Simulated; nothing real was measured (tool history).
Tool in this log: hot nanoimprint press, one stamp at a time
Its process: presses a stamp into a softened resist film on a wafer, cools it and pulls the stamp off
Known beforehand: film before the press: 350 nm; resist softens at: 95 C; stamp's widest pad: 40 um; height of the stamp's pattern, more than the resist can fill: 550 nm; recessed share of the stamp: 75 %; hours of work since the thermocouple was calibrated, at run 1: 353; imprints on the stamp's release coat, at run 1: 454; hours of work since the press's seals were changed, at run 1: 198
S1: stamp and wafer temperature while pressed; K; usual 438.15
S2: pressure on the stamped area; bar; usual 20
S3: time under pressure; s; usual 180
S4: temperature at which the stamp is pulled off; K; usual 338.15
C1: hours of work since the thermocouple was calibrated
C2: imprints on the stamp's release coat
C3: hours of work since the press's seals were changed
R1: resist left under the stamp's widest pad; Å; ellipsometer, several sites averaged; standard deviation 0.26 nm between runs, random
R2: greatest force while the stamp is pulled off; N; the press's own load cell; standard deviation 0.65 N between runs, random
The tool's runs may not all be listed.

Run 1, day 0: usual settings; C1 353; C2 454; C3 198. Result: R1 1885 Å, R2 194.6 N.
Run 2, day 0.621: usual settings; C1 361; C2 507; C3 206. Result: R1 1889 Å, R2 196.4 N.
Run 3, day 1.162: usual settings but S3 355 s; C1 368; C2 553; C3 213. Result: R1 1516 Å, R2 197.9 N.
Run 4, day 1.467: usual settings but S3 355 s; C1 372; C2 578; C3 217. Result: R1 1512 Å, R2 197.4 N.
Run 5, day 1.821: usual settings but S3 355 s; C1 376; C2 609; C3 221. Result: R1 1509 Å, R2 197.9 N.
Run 6, day 2.271: usual settings but S3 355 s; C1 382; C2 647; C3 227. Result: R1 1512 Å, R2 198.2 N.
Run 7, day 2.908: usual settings but S3 355 s; C1 390; C2 701; C3 235. Result: R1 1513 Å, R2 199 N.
At day 3.55: stamp cleaned and given a new release coat.
Run 8, day 3.775: usual settings but S3 355 s; C1 398; C2 19; C3 243. Result: R1 1508 Å, R2 186.2 N.
Run 9, day 4.4: usual settings but S3 355 s; C1 406; C2 73; C3 251. Result: R1 1508 Å, R2 187.6 N.
Run 10, day 4.8: usual settings but S3 355 s; C1 411; C2 107; C3 256. Result: R1 1508 Å, R2 188.8 N.
Run 11, day 5.375: usual settings; C1 418; C2 155; C3 263. Result: R1 1882 Å, R2 188.3 N.
Run 12, day 5.854: usual settings; C1 424; C2 196; C3 269. Result: R1 1881 Å, R2 190.1 N.
Run 13, day 6.229: usual settings; C1 429; C2 228; C3 274. Result: R1 1882 Å, R2 189.1 N.
Run 14, day 6.867: usual settings; C1 437; C2 282; C3 282. Result: R1 1881 Å, R2 192 N.
At day 7.171: plate thermocouple calibrated.
Run 15, day 7.667: usual settings but S3 91 s; C1 6; C2 340; C3 290. Result: R1 2372 Å, R2 195.6 N.
Run 16, day 8.171: usual settings but S3 91 s; C1 13; C2 383; C3 297. Result: R1 2378 Å, R2 194.4 N.
Run 17, day 8.829: usual settings but S1 440.15 K, S2 12.6 bar, S3 104 s, S4 340.15 K; C1 21; C2 439; C3 305. Result: R1 2565 Å, R2 193.6 N.
Run 18, day 9.204: usual settings but S4 334.15 K; C1 26; C2 470; C3 310. Result: R1 1972 Å, R2 202.5 N.
Run 19, day 9.696: usual settings but S1 445.15 K, S4 337.15 K; C1 32; C2 512; C3 316. Result: R1 1477 Å, R2 200 N.
Run 20, day 10.35: usual settings but S1 441.15 K, S2 24.8 bar, S3 95 s, S4 337.15 K; C1 40; C2 568; C3 324. Result: R1 1915 Å, R2 199.9 N.
Run 21, day 11.012: usual settings but S1 441.15 K, S2 24.8 bar, S3 124 s, S4 343.15 K; C1 48; C2 624; C3 333. Result: R1 1758 Å, R2 193.6 N.
Run 22, day 11.325: usual settings but S1 448.15 K; C1 52; C2 651; C3 336. Result: R1 1303 Å, R2 199.9 N.
Run 23, day 11.992: usual settings but S1 448.15 K, S2 13.2 bar; C1 61; C2 707; C3 345. Result: R1 1634 Å, R2 201.9 N.
At day 12.571: stamp cleaned and given a new release coat.
Run 24, day 12.829: usual settings but S1 448.15 K, S2 13.2 bar; C1 68; C2 22; C3 352. Result: R1 1630 Å, R2 188.4 N.
Run 25, day 13.304: usual settings but S1 448.15 K, S2 13.2 bar; C1 74; C2 62; C3 358. Result: R1 1629 Å, R2 188.7 N.
Run 26, day 13.942: usual settings but S1 448.15 K, S2 13.2 bar; C1 82; C2 116; C3 366. Result: R1 1630 Å, R2 189.9 N.
Run 27, day 14.325: usual settings but S1 448.15 K, S2 13.2 bar; C1 87; C2 148; C3 371. Result: R1 1627 Å, R2 190.1 N.
Run 28, day 14.958: usual settings but S1 427.15 K, S2 13.2 bar; C1 95; C2 203; C3 379. Result: R1 3099 Å, R2 192.8 N.
Run 29, day 15.508: usual settings but S2 31.4 bar; C1 102; C2 249; C3 386. Result: R1 1571 Å, R2 193 N.

Below are 5 alternative next runs, each starting from the tool's condition after run 29. Predict each:
Run A, day 15.954: usual settings but S2 23.3 bar; C1 108; C2 287; C3 392. Result: R1 ?, R2 ?.
Run B, day 15.954: usual settings but S1 437.15 K, S2 21.4 bar; C1 108; C2 287; C3 392. Result: R1 ?, R2 ?.
Run C, day 15.954: usual settings but S2 16.8 bar, S3 301 s; C1 108; C2 287; C3 392. Result: R1 ?, R2 ?.
Run D, day 15.954: usual settings but S1 429.15 K, S4 346.15 K; C1 108; C2 287; C3 392. Result: R1 ?, R2 ?.
Run E, day 15.954: usual settings but S2 12.8 bar, S4 345.15 K; C1 108; C2 287; C3 392. Result: R1 ?, R2 ?.

run    R1     R2
  A  1821  193.7
  B  1977  192.5
  C  1827    193
  D  2701  182.6
  E  2376  182.6
With no hidden state in the tool, these same runs would have given:
run    R1     R2
  A  1812  188.7
  B  1971  187.5
  C  1830    188
  D  2702  177.9
  E  2385  177.9

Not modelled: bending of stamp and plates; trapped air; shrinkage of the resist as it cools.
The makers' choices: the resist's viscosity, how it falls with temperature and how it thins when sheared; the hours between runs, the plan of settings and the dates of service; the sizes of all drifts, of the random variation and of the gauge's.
